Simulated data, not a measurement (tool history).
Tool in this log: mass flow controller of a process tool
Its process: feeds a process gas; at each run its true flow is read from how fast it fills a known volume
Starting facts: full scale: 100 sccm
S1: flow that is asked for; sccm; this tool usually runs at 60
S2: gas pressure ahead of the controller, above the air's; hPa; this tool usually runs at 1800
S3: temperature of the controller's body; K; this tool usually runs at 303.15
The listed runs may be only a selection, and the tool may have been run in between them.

{"run": 1, "hour": 0.0, "S1": 60, "S2": 1800, "S3": 303.15, "true flow (%)": 99.19}
{"run": 2, "hour": 130.3, "S1": 60, "S2": 1800, "S3": 303.15, "true flow (%)": 99.16}
{"run": 3, "hour": 263.4, "S1": 27, "S2": 1800, "S3": 303.15, "true flow (%)": 99.05}
{"run": 4, "hour": 390.8, "S1": 27, "S2": 1800, "S3": 303.15, "true flow (%)": 99.01}
{"run": 5, "hour": 449.2, "S1": 27, "S2": 1800, "S3": 303.15, "true flow (%)": 99.04}
{"run": 6, "hour": 535.5, "S1": 27, "S2": 1800, "S3": 303.15, "true flow (%)": 99.23}
{"run": 7, "hour": 646.5, "S1": 27, "S2": 1800, "S3": 303.15, "true flow (%)": 99.15}
{"run": 8, "hour": 772.3, "S1": 27, "S2": 1800, "S3": 303.15, "true flow (%)": 99.2}
{"run": 9, "hour": 841.5, "S1": 52, "S2": 1800, "S3": 303.15, "true flow (%)": 99.36}
{"run": 10, "hour": 926.9, "S1": 60, "S2": 1820, "S3": 303.15, "true flow (%)": 99.55}
{"run": 11, "hour": 1047.1, "S1": 60, "S2": 1820, "S3": 303.15, "true flow (%)": 99.42}
{"run": 12, "hour": 1125.1, "S1": 60, "S2": 1820, "S3": 303.15, "true flow (%)": 99.56}
{"run": 13, "hour": 1187.2, "S1": 60, "S2": 1820, "S3": 303.15, "true flow (%)": 99.45}
{"run": 14, "hour": 1280.2, "S1": 60, "S2": 1820, "S3": 303.15, "true flow (%)": 99.44}
{"run": 15, "hour": 1348.9, "S1": 60, "S2": 1950, "S3": 303.15, "true flow (%)": 99.44}
{"run": 16, "hour": 1445.7, "S1": 60, "S2": 1950, "S3": 303.15, "true flow (%)": 99.67}
{"run": 17, "hour": 1508.7, "S1": 60, "S2": 1460, "S3": 303.15, "true flow (%)": 99.84}
{"run": 18, "hour": 1584.8, "S1": 60, "S2": 1800, "S3": 303.15, "true flow (%)": 99.61}
{"run": 19, "hour": 1660.4, "S1": 60, "S2": 1800, "S3": 303.15, "true flow (%)": 99.77}
{"run": 20, "hour": 1724.8, "S1": 60, "S2": 1800, "S3": 303.15, "true flow (%)": 99.82}
{"run": 21, "hour": 1815.1, "S1": 60, "S2": 1800, "S3": 303.15, "true flow (%)": 99.88}
{"run": 22, "hour": 1900.1, "S1": 60, "S2": 1800, "S3": 303.15, "true flow (%)": 99.81}
{"run": 23, "hour": 2015.5, "S1": 60, "S2": 1670, "S3": 301.15, "true flow (%)": 100.22}
{"hour": 2026.2, "done": "controller's zero set anew"}
{"run": 24, "hour": 2080.2, "S1": 60, "S2": 1670, "S3": 301.15, "true flow (%)": 100.33}
{"run": 25, "hour": 2137.0, "S1": 60, "S2": 1670, "S3": 301.15, "true flow (%)": 100.41}
{"run": 26, "hour": 2227.9, "S1": 60, "S2": 1670, "S3": 301.15, "true flow (%)": 100.44}
{"run": 27, "hour": 2316.5, "S1": 47, "S2": 1950, "S3": 301.15, "true flow (%)": 100.39}
{"run": 28, "hour": 2420.1, "S1": 47, "S2": 1950, "S3": 301.15, "true flow (%)": 100.37}
{"run": 29, "hour": 2493.0, "S1": 24, "S2": 2770, "S3": 294.15, "true flow (%)": 101.32}
{"run": 30, "hour": 2562.7, "S1": 10, "S2": 2560, "S3": 293.15, "true flow (%)": 103.57}
{"run": 31, "hour": 2667.3, "S1": 94, "S2": 2350, "S3": 306.15, "true flow (%)": 99.84}
{"hour": 2706.6, "done": "controller's zero set anew, once more"}
{"run": 32, "hour": 2737.3, "S1": 16, "S2": 1790, "S3": 311.15, "true flow (%)": 98.58}
{"run": 33, "hour": 2793.0, "S1": 12, "S2": 1800, "S3": 303.15, "true flow (%)": 99.63}
{"run": 34, "hour": 2921.6, "S1": 77, "S2": 2750, "S3": 297.15, "true flow (%)": 100.33}
{"run": 35, "hour": 2998.5, "S1": 21, "S2": 2750, "S3": 308.15, "true flow (%)": 98.57}
{"run": 36, "hour": 3055.6, "S1": 21, "S2": 2750, "S3": 308.15, "true flow (%)": 98.64}
{"run": 37, "hour": 3158.1, "S1": 21, "S2": 2750, "S3": 308.15, "true flow (%)": 98.6}
{"run": 38, "hour": 3291.3, "S1": 95, "S2": 2200, "S3": 295.15, "true flow (%)": 101.1}
{"run": 39, "hour": 3353.7, "S1": 22, "S2": 1820, "S3": 295.15, "true flow (%)": 100.81}
{"run": 40, "hour": 3409.8, "S1": 85, "S2": 1820, "S3": 307.15, "true flow (%)": 99.86}
{"run": 41, "hour": 3476.8, "S1": 21, "S2": 1800, "S3": 295.15, "true flow (%)": 100.86}
{"run": 42, "hour": 3567.5, "S1": 21, "S2": 1800, "S3": 295.15, "true flow (%)": 100.76}
{"run": 43, "hour": 3652.9, "S1": 88, "S2": 1800, "S3": 303.15, "true flow (%)": 100.34}
{"run": 44, "hour": 3749.3, "S1": 12, "S2": 1500, "S3": 302.15, "true flow (%)": 100.78}

Pick out some run-to-run changes in true flow (%). Of each, how much would a tool without hidden state show as well, from the settings, what came in and chance, and how much is left for the hidden state and any gauge scatter not in both results compared?
The hidden state here: flow at rest that the sensor doesn't see, % of full scale; true flow over the shown one, %; drift of the gauge itself on true_pct, %.
Run 29 -> 30: S1 24 -> 10, S2 2770 -> 2560, S3 294.15 -> 293.15. true flow (%) +2.25: hidden state +2.19, all else +0.06.
Run 30 -> 31: S1 10 -> 94, S2 2560 -> 2350, S3 293.15 -> 306.15. true flow (%) -3.73: hidden state -3.28, all else -0.45.
Run 37 -> 38: S1 21 -> 95, S2 2750 -> 2200, S3 308.15 -> 295.15. true flow (%) +2.5: hidden state -0.3, all else +2.8.
Run 43 -> 44: S1 88 -> 12, S2 1800 -> 1500, S3 303.15 -> 302.15. true flow (%) +0.44: hidden state +1.03, all else -0.59.

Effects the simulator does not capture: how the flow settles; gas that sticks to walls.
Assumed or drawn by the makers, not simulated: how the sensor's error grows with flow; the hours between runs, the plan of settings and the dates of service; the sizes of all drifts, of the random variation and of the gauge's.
